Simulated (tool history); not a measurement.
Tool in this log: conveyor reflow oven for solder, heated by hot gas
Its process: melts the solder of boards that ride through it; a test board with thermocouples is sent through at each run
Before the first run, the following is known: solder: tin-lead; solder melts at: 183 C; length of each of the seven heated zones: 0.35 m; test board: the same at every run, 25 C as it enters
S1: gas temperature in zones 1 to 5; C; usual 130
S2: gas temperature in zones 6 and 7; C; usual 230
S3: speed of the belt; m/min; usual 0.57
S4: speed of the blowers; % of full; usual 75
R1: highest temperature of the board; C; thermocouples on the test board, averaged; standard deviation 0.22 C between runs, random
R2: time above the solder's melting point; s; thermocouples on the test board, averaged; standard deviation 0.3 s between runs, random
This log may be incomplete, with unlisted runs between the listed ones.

{"run": 1, "hour": 0.0, "S1": 130, "S2": 230, "S3": 0.57, "S4": 75, "R1": 212.9, "R2": 50.5}
{"run": 2, "hour": 47.0, "S1": 119, "S2": 230, "S3": 0.57, "S4": 75, "R1": 210.2, "R2": 44.6}
{"hour": 75.8, "done": "belt drive overhauled, speed set with a stopwatch"}
{"run": 3, "hour": 104.6, "S1": 119, "S2": 230, "S3": 0.57, "S4": 75, "R1": 209.6, "R2": 42.2}
{"run": 4, "hour": 166.9, "S1": 130, "S2": 230, "S3": 0.57, "S4": 88, "R1": 213.5, "R2": 49.4}
{"run": 5, "hour": 194.4, "S1": 130, "S2": 230, "S3": 0.57, "S4": 88, "R1": 213.1, "R2": 49.9}
{"run": 6, "hour": 233.5, "S1": 130, "S2": 230, "S3": 0.531, "S4": 75, "R1": 213.4, "R2": 53.2}
{"run": 7, "hour": 264.1, "S1": 130, "S2": 230, "S3": 0.531, "S4": 75, "R1": 213.5, "R2": 53.1}
{"run": 8, "hour": 294.7, "S1": 130, "S2": 230, "S3": 0.57, "S4": 50, "R1": 205.9, "R2": 40.2}
{"run": 9, "hour": 346.5, "S1": 130, "S2": 230, "S3": 0.57, "S4": 50, "R1": 205.6, "R2": 40.1}
{"run": 10, "hour": 373.0, "S1": 130, "S2": 230, "S3": 0.57, "S4": 75, "R1": 210.4, "R2": 47}
{"hour": 403.1, "done": "flux residue cleaned out of gas plates and filters"}
{"run": 11, "hour": 439.4, "S1": 130, "S2": 230, "S3": 0.57, "S4": 83, "R1": 213.7, "R2": 49.6}
{"run": 12, "hour": 480.5, "S1": 130, "S2": 230, "S3": 0.57, "S4": 83, "R1": 213.5, "R2": 50.1}
{"run": 13, "hour": 531.5, "S1": 130, "S2": 230, "S3": 0.57, "S4": 75, "R1": 212.2, "R2": 48.8}
{"run": 14, "hour": 592.4, "S1": 130, "S2": 230, "S3": 0.59, "S4": 75, "R1": 211.1, "R2": 45.6}
{"run": 15, "hour": 631.5, "S1": 130, "S2": 219, "S3": 0.57, "S4": 70, "R1": 201.9, "R2": 37.3}
{"run": 16, "hour": 681.7, "S1": 130, "S2": 219, "S3": 0.586, "S4": 75, "R1": 201.5, "R2": 36}
{"run": 17, "hour": 721.8, "S1": 130, "S2": 219, "S3": 0.493, "S4": 75, "R1": 206.9, "R2": 52.2}
{"run": 18, "hour": 782.7, "S1": 116, "S2": 240, "S3": 0.528, "S4": 79, "R1": 221.5, "R2": 56.5}
{"hour": 802.6, "done": "flux residue cleaned out of gas plates and filters"}
{"run": 19, "hour": 822.2, "S1": 130, "S2": 230, "S3": 0.628, "S4": 75, "R1": 209.5, "R2": 41.4}
{"run": 20, "hour": 865.6, "S1": 130, "S2": 230, "S3": 0.628, "S4": 66, "R1": 207.4, "R2": 38.7}
{"run": 21, "hour": 906.4, "S1": 130, "S2": 230, "S3": 0.569, "S4": 60, "R1": 209.4, "R2": 46.4}
{"run": 22, "hour": 939.1, "S1": 130, "S2": 219, "S3": 0.598, "S4": 75, "R1": 201.7, "R2": 35.5}
{"run": 23, "hour": 967.5, "S1": 130, "S2": 227, "S3": 0.57, "S4": 75, "R1": 210, "R2": 46.8}
{"run": 24, "hour": 1003.0, "S1": 130, "S2": 227, "S3": 0.57, "S4": 75, "R1": 209.5, "R2": 46.5}
{"run": 25, "hour": 1049.8, "S1": 130, "S2": 239, "S3": 0.517, "S4": 74, "R1": 223.3, "R2": 63.6}
{"run": 26, "hour": 1079.9, "S1": 130, "S2": 239, "S3": 0.517, "S4": 74, "R1": 223, "R2": 63.7}
{"hour": 1118.3, "done": "thermocouples of zones 6 and 7 changed"}
{"run": 27, "hour": 1134.6, "S1": 133, "S2": 242, "S3": 0.517, "S4": 74, "R1": 224.8, "R2": 65.8}
{"run": 28, "hour": 1193.0, "S1": 133, "S2": 242, "S3": 0.517, "S4": 74, "R1": 225.2, "R2": 65.5}

Selected run-to-run steps in R1, each split into two signed amounts: the part the tool would show with no hidden state at all (from settings, incoming material and random variation), and the remainder, which goes to the hidden state together with any gauge scatter not common to the measured and the hidden-state-free results:
Hidden state present: heat that the gas passes to the board, % of a clean oven's; belt's true speed, % of the reading; true gas temperature in zones 6 and 7 over the reading, C; drift of the gauge itself on peak_c, C; drift of the gauge itself on liquid_s, %.
Run 10 -> 11: S4 75 -> 83, flux residue cleaned out of gas plates and filters. R1 +3.3 C: hidden state +1.3, all else +2.
Run 17 -> 18: S1 130 -> 116, S2 219 -> 240, S3 0.493 -> 0.528, S4 75 -> 79. R1 +14.6 C: hidden state -0.4, all else +15.
Run 24 -> 25: S2 227 -> 239, S3 0.57 -> 0.517, S4 75 -> 74. R1 +13.8 C: hidden state -0.1, all else +13.9.
Run 26 -> 27: S1 130 -> 133, S2 239 -> 242, thermocouples of zones 6 and 7 changed. R1 +1.8 C: hidden state -1.3, all else +3.1.
